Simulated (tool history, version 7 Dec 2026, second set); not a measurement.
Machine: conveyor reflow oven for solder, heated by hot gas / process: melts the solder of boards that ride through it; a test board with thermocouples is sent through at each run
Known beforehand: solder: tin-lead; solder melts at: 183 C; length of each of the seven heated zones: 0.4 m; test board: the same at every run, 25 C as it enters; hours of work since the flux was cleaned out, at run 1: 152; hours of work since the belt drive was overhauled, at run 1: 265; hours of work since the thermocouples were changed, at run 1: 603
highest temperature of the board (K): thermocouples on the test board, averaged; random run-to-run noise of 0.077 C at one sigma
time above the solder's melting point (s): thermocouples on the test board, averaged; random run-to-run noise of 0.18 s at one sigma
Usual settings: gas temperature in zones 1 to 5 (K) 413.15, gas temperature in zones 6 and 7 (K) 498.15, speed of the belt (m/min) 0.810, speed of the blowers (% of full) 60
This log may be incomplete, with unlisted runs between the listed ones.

run	hour	gas temperature in zones 1 to 5 (K)	gas temperature in zones 6 and 7 (K)	speed of the belt (m/min)	speed of the blowers (% of full)	hours of work since the flux was cleaned out	hours of work since the belt drive was overhauled	hours of work since the thermocouples were changed	highest temperature of the board (K)	time above the solder's melting point (s)
1	0.0	413.15	498.15	0.810	60	152	265	603	480.60	37.6
2	51.5	413.15	498.15	0.810	60	179	292	630	480.60	37.6
3	97.9	413.15	498.15	0.810	60	203	317	655	480.37	37.5
4	120.8	413.15	498.15	0.810	60	215	329	667	480.34	37.3
5	143.0	413.15	498.15	0.810	60	227	340	678	480.37	37.5
6	184.9	413.15	498.15	0.810	60	249	362	700	480.39	37.5
7	231.3	413.15	498.15	0.810	60	273	387	725	480.38	37.3
8	257.5	413.15	498.15	0.810	60	287	400	738	480.18	37.6
9	301.0	413.15	498.15	0.810	60	310	423	761	480.11	37.5
10	325.5	413.15	498.15	0.810	60	322	436	774	480.26	37.3
# hour 347.1: flux residue cleaned out of gas plates and filters
11	359.9	413.15	498.15	0.810	60	7	451	789	481.42	38.7
12	382.8	413.15	498.15	0.810	60	19	463	801	481.54	38.5
13	435.5	413.15	498.15	0.810	60	46	491	829	481.39	38.6
14	487.0	413.15	498.15	0.810	60	73	518	856	481.14	38.8
15	534.7	400.15	498.15	0.810	60	98	543	881	478.51	32.6
# hour 540.7: thermocouples of zones 6 and 7 changed
16	569.1	413.15	498.15	0.810	60	115	560	15	479.62	37.2
17	594.6	413.15	498.15	0.810	60	129	573	28	479.71	37.6
18	625.1	413.15	509.15	0.771	60	145	589	44	490.34	47.6
19	677.9	406.15	490.15	0.923	72	173	617	72	470.23	22.6
20	705.8	413.15	498.15	0.810	63	187	632	87	480.31	37.9
21	750.2	413.15	498.15	0.675	70	210	655	110	487.03	53.9
22	779.9	423.15	498.15	0.781	70	226	671	125	484.92	47.7
23	830.0	406.15	508.15	0.747	55	252	697	152	487.45	45.1
24	873.2	408.15	511.15	0.823	51	275	720	174	484.97	39.3
25	922.0	399.15	511.15	0.913	51	301	745	200	477.78	26.7
26	946.4	425.15	498.15	0.960	60	313	758	213	476.49	31.2
# hour 981.5: flux residue cleaned out of gas plates and filters
27	991.5	405.15	501.15	0.810	60	5	779	234	481.48	37.1
28	1020.7	410.15	498.15	0.810	60	21	794	249	479.93	36.8
29	1046.8	410.15	498.15	0.810	60	34	808	263	479.84	36.6
30	1084.5	410.15	498.15	0.810	60	54	828	283	479.91	36.9
31	1127.2	410.15	498.15	0.810	60	76	850	305	479.62	37.0
32	1155.2	413.15	498.15	0.810	90	91	865	320	486.59	44.9

Measured result minus the same run's result without the hidden state. Both carry the same run-to-run variation, though not necessarily the same gauge scatter:
The tool's hidden condition here consists of: heat that the gas passes to the board, % of a clean oven's; belt's true speed, % of the reading; true gas temperature in zones 6 and 7 over the reading, C; drift of the gauge itself on peak_c, C; drift of the gauge itself on liquid_s, %.
run	highest temperature of the board (K)	time above the solder's melting point (s)
1	+0.77	+0.9
2	+0.71	+0.9
3	+0.66	+0.8
4	+0.63	+0.8
5	+0.60	+0.8
6	+0.56	+0.8
7	+0.50	+0.7
8	+0.47	+0.7
9	+0.41	+0.7
10	+0.39	+0.6
11	+1.65	+2.0
12	+1.62	+1.9
13	+1.57	+1.9
14	+1.50	+1.9
15	+1.47	+1.9
16	-0.11	+0.6
17	-0.15	+0.5
18	-0.18	+0.7
19	-0.40	-0.1
20	-0.30	+0.5
21	-0.34	+0.8
22	-0.39	+0.6
23	-0.32	+0.7
24	-0.32	+0.6
25	-0.46	+0.2
26	-0.56	+0.1
27	+0.90	+1.8
28	+0.80	+1.8
29	+0.77	+1.8
30	+0.73	+1.7
31	+0.68	+1.7
32	+0.41	+1.5

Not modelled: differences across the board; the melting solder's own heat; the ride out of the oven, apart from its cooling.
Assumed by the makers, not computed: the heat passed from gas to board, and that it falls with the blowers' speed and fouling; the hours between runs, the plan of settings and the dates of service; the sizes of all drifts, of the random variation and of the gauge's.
